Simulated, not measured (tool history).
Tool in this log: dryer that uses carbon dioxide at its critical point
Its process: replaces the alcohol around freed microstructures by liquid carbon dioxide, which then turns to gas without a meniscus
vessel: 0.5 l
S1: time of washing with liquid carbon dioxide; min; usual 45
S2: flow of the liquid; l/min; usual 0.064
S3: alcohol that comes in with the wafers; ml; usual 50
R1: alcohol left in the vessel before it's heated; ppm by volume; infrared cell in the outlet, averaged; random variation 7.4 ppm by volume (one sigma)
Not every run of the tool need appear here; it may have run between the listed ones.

| run | hour | S1 | S2 | S3 | R1 |
|---|---|---|---|---|---|
| 1 | 0 | 45 | 0.064 | 50 | 522 |
| 2 | 22.2 | 45 | 0.064 | 50 | 529 |
| 3 | 40.1 | 45 | 0.064 | 50 | 526 |
|  | 52.3 | inlet filter changed |
| 4 | 62.1 | 40 | 0.064 | 50 | 660 |
| 5 | 80.8 | 40 | 0.064 | 50 | 712 |
| 6 | 107.3 | 45 | 0.0523 | 50 | 1021 |
| 7 | 130.8 | 45 | 0.064 | 50 | 399 |
| 8 | 151.8 | 45 | 0.064 | 50 | 404 |
| 9 | 179.2 | 45 | 0.064 | 50 | 424 |
| 10 | 204.6 | 45 | 0.0489 | 50 | 1449 |
| 11 | 223.1 | 45 | 0.064 | 50 | 437 |
| 12 | 240.6 | 45 | 0.0923 | 96 | 109 |
| 13 | 264.4 | 44 | 0.0621 | 44 | 519 |
| 14 | 277.4 | 44 | 0.0621 | 44 | 530 |
| 15 | 299.4 | 44 | 0.0621 | 44 | 531 |
| 16 | 313.6 | 44 | 0.0621 | 44 | 536 |
| 17 | 341.5 | 44 | 0.0621 | 44 | 525 |
| 18 | 362 | 45 | 0.0482 | 50 | 1640 |
| 19 | 381.8 | 63 | 0.0482 | 77 | 526 |
| 20 | 400.2 | 34 | 0.0508 | 72 | 5523 |
| 21 | 422 | 34 | 0.0508 | 48 | 3704 |

Consider 4 possible next runs. They are alternatives, not a sequence: every one starts from the tool as it was left by run 21. What does each give?
| A | 442.6 | 34 | 0.0688 | 77 | ? |
| B | 442.6 | 39 | 0.0718 | 26 | ? |
| C | 442.6 | 34 | 0.108 | 36 | ? |
| D | 442.6 | 32 | 0.0622 | 37 | ? |

| run | R1 |
|---|---|
| A | 2059 |
| B | 356 |
| C | 153 |
| D | 1838 |
Take away the tool's hidden state, keep each run's random variation, and the runs would have read:
| run | R1 |
|---|---|
| A | 1640 |
| B | 233 |
| C | 70 |
| D | 1500 |
